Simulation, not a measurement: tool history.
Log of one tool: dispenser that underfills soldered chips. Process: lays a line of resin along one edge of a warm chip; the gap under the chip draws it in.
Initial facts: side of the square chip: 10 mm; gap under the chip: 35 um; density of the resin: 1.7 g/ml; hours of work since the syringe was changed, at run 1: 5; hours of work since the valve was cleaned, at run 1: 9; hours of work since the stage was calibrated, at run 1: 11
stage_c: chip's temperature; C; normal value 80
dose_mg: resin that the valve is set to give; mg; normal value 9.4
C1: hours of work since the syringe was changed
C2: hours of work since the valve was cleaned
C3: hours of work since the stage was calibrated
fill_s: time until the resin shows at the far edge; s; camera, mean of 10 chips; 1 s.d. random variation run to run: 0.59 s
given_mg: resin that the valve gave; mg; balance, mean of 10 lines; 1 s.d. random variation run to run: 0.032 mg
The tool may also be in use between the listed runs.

Run 1, day 0: usual settings; C1 5; C2 9; C3 11. Result: fill_s 72.1 s, given_mg 9.39 mg.
At day 0.2: new syringe of resin.
Run 2, day 0.2: usual settings; C1 0; C2 13; C3 14. Result: fill_s 52.8 s, given_mg 9.33 mg.
Run 3, day 0.308: usual settings but dose_mg 8.12 mg; C1 2; C2 14; C3 16. Result: fill_s 58.9 s, given_mg 8.03 mg.
Run 4, day 0.446: usual settings but dose_mg 8.12 mg; C1 4; C2 17; C3 18. Result: fill_s 69.9 s, given_mg 8.05 mg.
Run 5, day 0.562: usual settings; C1 6; C2 19; C3 20. Result: fill_s 78.1 s, given_mg 9.29 mg.
At day 0.704: new syringe of resin.
Run 6, day 0.8: usual settings; C1 2; C2 23; C3 24. Result: fill_s 55.6 s, given_mg 9.29 mg.
Run 7, day 0.975: usual settings but dose_mg 8.43 mg; C1 5; C2 26; C3 27. Result: fill_s 69.4 s, given_mg 8.3 mg.
At day 1.204: new syringe of resin.
Run 8, day 1.204: usual settings but dose_mg 8.43 mg; C1 0; C2 29; C3 31. Result: fill_s 51.9 s, given_mg 8.31 mg.
Run 9, day 1.412: usual settings but dose_mg 8.43 mg; C1 4; C2 33; C3 34. Result: fill_s 63 s, given_mg 8.29 mg.
Run 10, day 1.596: usual settings but stage_c 84 C, dose_mg 8.43 mg; C1 7; C2 36; C3 38. Result: fill_s 66.3 s, given_mg 8.22 mg.
At day 1.717: new syringe of resin.
Run 11, day 1.788: usual settings but stage_c 84 C, dose_mg 8.43 mg; C1 1; C2 39; C3 41. Result: fill_s 47.9 s, given_mg 8.29 mg.
Run 12, day 2.021: usual settings but stage_c 84 C, dose_mg 8.43 mg; C1 5; C2 43; C3 45. Result: fill_s 60.9 s, given_mg 8.23 mg.
Run 13, day 2.175: usual settings but stage_c 69 C; C1 8; C2 46; C3 47. Result: fill_s 122.6 s, given_mg 9.15 mg.
At day 2.221: new syringe of resin.
Run 14, day 2.425: usual settings; C1 4; C2 50; C3 51. Result: fill_s 63.3 s, given_mg 9.15 mg.
Run 15, day 2.529: usual settings; C1 5; C2 52; C3 53. Result: fill_s 70.8 s, given_mg 9.1 mg.
Run 16, day 2.658: usual settings; C1 7; C2 54; C3 55. Result: fill_s 81.6 s, given_mg 9.14 mg.
At day 2.725: new syringe of resin.
Run 17, day 2.879: usual settings; C1 3; C2 58; C3 59. Result: fill_s 61.1 s, given_mg 9.12 mg.
Run 18, day 3.108: usual settings but dose_mg 11.57 mg; C1 7; C2 61; C3 63. Result: fill_s 75.4 s, given_mg 11.18 mg.
At day 3.225: new syringe of resin.
Run 19, day 3.262: usual settings but stage_c 93 C, dose_mg 8.06 mg; C1 1; C2 64; C3 65. Result: fill_s 35.1 s, given_mg 7.79 mg.
Run 20, day 3.442: usual settings but stage_c 73 C, dose_mg 8.06 mg; C1 4; C2 67; C3 68. Result: fill_s 84.7 s, given_mg 7.74 mg.
Run 21, day 3.575: usual settings but stage_c 95 C, dose_mg 9.68 mg; C1 6; C2 69; C3 71. Result: fill_s 43.4 s, given_mg 9.32 mg.
At day 3.729: new syringe of resin.
Run 22, day 3.754: usual settings but stage_c 72 C, dose_mg 9.83 mg; C1 0; C2 72; C3 74. Result: fill_s 69.9 s, given_mg 9.4 mg.
Run 23, day 3.929: usual settings but stage_c 72 C, dose_mg 9.83 mg; C1 3; C2 75; C3 77. Result: fill_s 84.3 s, given_mg 9.36 mg.
Run 24, day 4.142: usual settings but stage_c 81 C, dose_mg 8.29 mg; C1 7; C2 79; C3 80. Result: fill_s 80.3 s, given_mg 7.93 mg.
At day 4.229: new syringe of resin.
Run 25, day 4.288: usual settings but stage_c 87 C, dose_mg 10.36 mg; C1 1; C2 81; C3 82. Result: fill_s 41.8 s, given_mg 9.96 mg.
Run 26, day 4.388: usual settings but stage_c 87 C, dose_mg 10.36 mg; C1 3; C2 83; C3 84. Result: fill_s 45.9 s, given_mg 9.98 mg.
Run 27, day 4.512: usual settings but stage_c 67 C, dose_mg 11.81 mg; C1 5; C2 85; C3 86. Result: fill_s 109.6 s, given_mg 11.27 mg.
At day 4.729: new syringe of resin.
Run 28, day 4.754: usual settings but dose_mg 10.42 mg; C1 0; C2 89; C3 90. Result: fill_s 52.1 s, given_mg 9.92 mg.
Run 29, day 4.883: usual settings but dose_mg 10.42 mg; C1 3; C2 91; C3 92. Result: fill_s 58.7 s, given_mg 9.86 mg.
Run 30, day 5.083: usual settings but stage_c 78 C, dose_mg 10.08 mg; C1 6; C2 95; C3 96. Result: fill_s 78.9 s, given_mg 9.59 mg.
At day 5.225: new syringe of resin.
Run 31, day 5.325: usual settings but stage_c 76 C, dose_mg 11.24 mg; C1 2; C2 98; C3 100. Result: fill_s 65.1 s, given_mg 10.63 mg.
Run 32, day 5.504: usual settings but stage_c 76 C, dose_mg 11.24 mg; C1 5; C2 101; C3 103. Result: fill_s 79.3 s, given_mg 10.62 mg.
Run 33, day 5.658: usual settings but stage_c 76 C, dose_mg 11.24 mg; C1 7; C2 104; C3 106. Result: fill_s 93.5 s, given_mg 10.55 mg.
At day 5.725: new syringe of resin.
Run 34, day 5.867: usual settings but stage_c 76 C, dose_mg 11.24 mg; C1 2; C2 108; C3 109. Result: fill_s 68.4 s, given_mg 10.6 mg.
Run 35, day 6.042: usual settings but stage_c 76 C, dose_mg 11.24 mg; C1 5; C2 111; C3 112. Result: fill_s 82.8 s, given_mg 10.62 mg.
At day 6.233: new syringe of resin.
Run 36, day 6.238: usual settings but stage_c 77 C, dose_mg 11.63 mg; C1 0; C2 114; C3 115. Result: fill_s 55.3 s, given_mg 10.99 mg.

Branching from run 36: 4 alternative next runs. What would each branch give?
Run A, day 6.458: usual settings but dose_mg 10.71 mg; C1 4; C2 117; C3 119. Result: fill_s ?, given_mg ?.
Run B, day 6.458: usual settings but dose_mg 11.54 mg; C1 4; C2 117; C3 119. Result: fill_s ?, given_mg ?.
Run C, day 6.458: usual settings but stage_c 87 C, dose_mg 9.33 mg; C1 4; C2 117; C3 119. Result: fill_s ?, given_mg ?.
Run D, day 6.458: usual settings but stage_c 67 C, dose_mg 12.04 mg; C1 4; C2 117; C3 119. Result: fill_s ?, given_mg ?.

run  fill_s  given_mg
  A    64.5        10
  B    63.5     10.81
  C    51.8      8.79
  D   102.3     11.17
What these runs would have given with no unlogged condition in the tool:
run  fill_s  given_mg
  A    51.2     10.66
  B    50.5     11.52
  C    40.8      9.37
  D    81.4     11.92
